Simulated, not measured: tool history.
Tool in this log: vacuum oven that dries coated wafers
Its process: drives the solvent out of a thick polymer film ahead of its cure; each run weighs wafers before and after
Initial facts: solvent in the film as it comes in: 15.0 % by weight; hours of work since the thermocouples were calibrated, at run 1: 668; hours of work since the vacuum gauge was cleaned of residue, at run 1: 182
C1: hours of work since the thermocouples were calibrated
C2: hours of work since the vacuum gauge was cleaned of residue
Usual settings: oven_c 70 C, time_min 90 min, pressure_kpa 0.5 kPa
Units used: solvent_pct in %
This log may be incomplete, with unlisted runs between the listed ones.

run 1 day=0 | oven_c=70 time_min=90 pressure_kpa=0.5 | C1=668 C2=182 | solvent_pct=1.74
run 2 day=0.262 | oven_c=70 time_min=90 pressure_kpa=0.5 | C1=672 C2=187 | solvent_pct=1.65
run 3 day=0.754 | oven_c=70 time_min=90 pressure_kpa=0.5 | C1=681 C2=195 | solvent_pct=1.78
run 4 day=1.05 | oven_c=70 time_min=90 pressure_kpa=0.5 | C1=685 C2=200 | solvent_pct=1.74
run 5 day=1.392 | oven_c=70 time_min=90 pressure_kpa=0.632 | C1=691 C2=205 | solvent_pct=1.81
run 6 day=1.671 | oven_c=70 time_min=90 pressure_kpa=0.431 | C1=696 C2=210 | solvent_pct=1.6
run 7 day=1.975 | oven_c=70 time_min=139 pressure_kpa=0.431 | C1=701 C2=215 | solvent_pct=0.78
run 8 day=2.333 | oven_c=58 time_min=90 pressure_kpa=0.5 | C1=707 C2=221 | solvent_pct=5.29
run 9 day=2.721 | oven_c=58 time_min=90 pressure_kpa=0.5 | C1=713 C2=227 | solvent_pct=5.25
run 10 day=3.004 | oven_c=70 time_min=90 pressure_kpa=0.709 | C1=718 C2=232 | solvent_pct=1.89
run 11 day=3.467 | oven_c=70 time_min=90 pressure_kpa=0.402 | C1=725 C2=240 | solvent_pct=1.67
run 12 day=3.95 | oven_c=70 time_min=90 pressure_kpa=0.402 | C1=734 C2=248 | solvent_pct=1.75
run 13 day=4.379 | oven_c=70 time_min=90 pressure_kpa=0.402 | C1=741 C2=255 | solvent_pct=1.69
run 14 day=4.704 | oven_c=70 time_min=90 pressure_kpa=0.5 | C1=746 C2=260 | solvent_pct=1.77
run 15 day=5.05 | oven_c=70 time_min=90 pressure_kpa=0.5 | C1=752 C2=266 | solvent_pct=1.77
run 16 day=5.579 | oven_c=70 time_min=90 pressure_kpa=1.738 | C1=760 C2=275 | solvent_pct=2.54
run 17 day=6.054 | oven_c=70 time_min=90 pressure_kpa=1.738 | C1=768 C2=283 | solvent_pct=2.44
run 18 day=6.358 | oven_c=70 time_min=90 pressure_kpa=0.5 | C1=773 C2=288 | solvent_pct=1.79
run 19 day=6.692 | oven_c=70 time_min=90 pressure_kpa=0.5 | C1=779 C2=293 | solvent_pct=1.86
run 20 day=7.033 | oven_c=70 time_min=73 pressure_kpa=0.5 | C1=785 C2=299 | solvent_pct=2.5
run 21 day=7.358 | oven_c=70 time_min=73 pressure_kpa=0.5 | C1=790 C2=304 | solvent_pct=2.56
run 22 day=7.662 | oven_c=70 time_min=73 pressure_kpa=0.5 | C1=795 C2=309 | solvent_pct=2.41
run 23 day=8.175 | oven_c=81 time_min=158 pressure_kpa=1.267 | C1=804 C2=318 | solvent_pct=0.63
run 24 day=8.625 | oven_c=80 time_min=75 pressure_kpa=0.5 | C1=811 C2=325 | solvent_pct=0.74
run 25 day=8.942 | oven_c=80 time_min=146 pressure_kpa=1.045 | C1=816 C2=331 | solvent_pct=0.55
run 26 day=9.354 | oven_c=74 time_min=64 pressure_kpa=0.318 | C1=823 C2=337 | solvent_pct=1.97
run 27 day=9.721 | oven_c=62 time_min=90 pressure_kpa=0.39 | C1=829 C2=343 | solvent_pct=3.99
run 28 day=10.246 | oven_c=70 time_min=89 pressure_kpa=0.522 | C1=838 C2=352 | solvent_pct=1.83
-- day=10.617 oven's thermocouples calibrated
run 29 day=10.808 | oven_c=70 time_min=67 pressure_kpa=0.5 | C1=3 C2=360 | solvent_pct=2.22
run 30 day=11.283 | oven_c=66 time_min=110 pressure_kpa=1.641 | C1=11 C2=368 | solvent_pct=2.49
run 31 day=11.846 | oven_c=63 time_min=110 pressure_kpa=1.587 | C1=20 C2=377 | solvent_pct=3.25

Estimate the outcome of run 32 from the log above:
run 32 day=12.229 | oven_c=81 time_min=90 pressure_kpa=0.997 | C1=27 C2=384 | solvent_pct=?

{"run 32": {"solvent_pct": 0.46}}
Had the tool carried no hidden state, the very same run would have given solvent_pct 0.43 %.
